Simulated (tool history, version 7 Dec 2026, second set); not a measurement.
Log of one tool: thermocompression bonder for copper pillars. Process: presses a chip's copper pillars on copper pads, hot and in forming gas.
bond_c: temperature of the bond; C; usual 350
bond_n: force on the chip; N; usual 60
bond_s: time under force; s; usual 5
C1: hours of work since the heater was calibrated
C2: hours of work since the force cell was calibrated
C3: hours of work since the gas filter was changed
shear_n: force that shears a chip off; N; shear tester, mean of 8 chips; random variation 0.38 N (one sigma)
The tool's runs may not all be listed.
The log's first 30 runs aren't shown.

Run 31, hour 458.2: usual settings but bond_c 363 C, bond_n 57 N, bond_s 3 s; C1 446; C2 707; C3 187. Result: shear_n 39.7 N.
Run 32, hour 468.9: usual settings but bond_n 42 N; C1 453; C2 714; C3 194. Result: shear_n 33.5 N.
Run 33, hour 487.8: usual settings but bond_c 338 C, bond_s 10 s; C1 466; C2 727; C3 207. Result: shear_n 49.5 N.
Run 34, hour 505.7: usual settings but bond_c 336 C, bond_n 70 N, bond_s 4 s; C1 478; C2 739; C3 219. Result: shear_n 38.6 N.
Run 35, hour 519.6: usual settings but bond_c 353 C, bond_n 49 N; C1 487; C2 748; C3 228. Result: shear_n 38.3 N.
Run 36, hour 539.7: usual settings but bond_n 49 N; C1 500; C2 762; C3 242. Result: shear_n 37.7 N.
Run 37, hour 558.0: usual settings but bond_c 365 C, bond_n 69 N, bond_s 14 s; C1 513; C2 774; C3 254. Result: shear_n 75.7 N.
Run 38, hour 569.5: usual settings but bond_c 365 C, bond_n 41 N, bond_s 4 s; C1 520; C2 782; C3 262. Result: shear_n 35.3 N.
Run 39, hour 583.9: usual settings but bond_c 321 C, bond_n 77 N, bond_s 11 s; C1 530; C2 791; C3 271. Result: shear_n 51.9 N.

5 ways to go on from here, each from the tool as it stands after run 39. What would each give?
Run A, hour 602.5: usual settings but bond_c 345 C, bond_n 44 N, bond_s 14 s; C1 542; C2 804; C3 284. Result: shear_n ?.
Run B, hour 602.5: usual settings but bond_c 327 C, bond_n 53 N; C1 542; C2 804; C3 284. Result: shear_n ?.
Run C, hour 602.5: usual settings but bond_c 367 C, bond_s 4 s; C1 542; C2 804; C3 284. Result: shear_n ?.
Run D, hour 602.5: usual settings but bond_n 46 N; C1 542; C2 804; C3 284. Result: shear_n ?.
Run E, hour 602.5: usual settings but bond_c 354 C, bond_s 10 s; C1 542; C2 804; C3 284. Result: shear_n ?.

run  shear_n
  A     48.7
  B     31.0
  C     48.0
  D     35.7
  E     57.3
Without the tool's hidden state the same runs would have given:
run  shear_n
  A     47.6
  B     29.8
  C     47.0
  D     34.5
  E     56.4
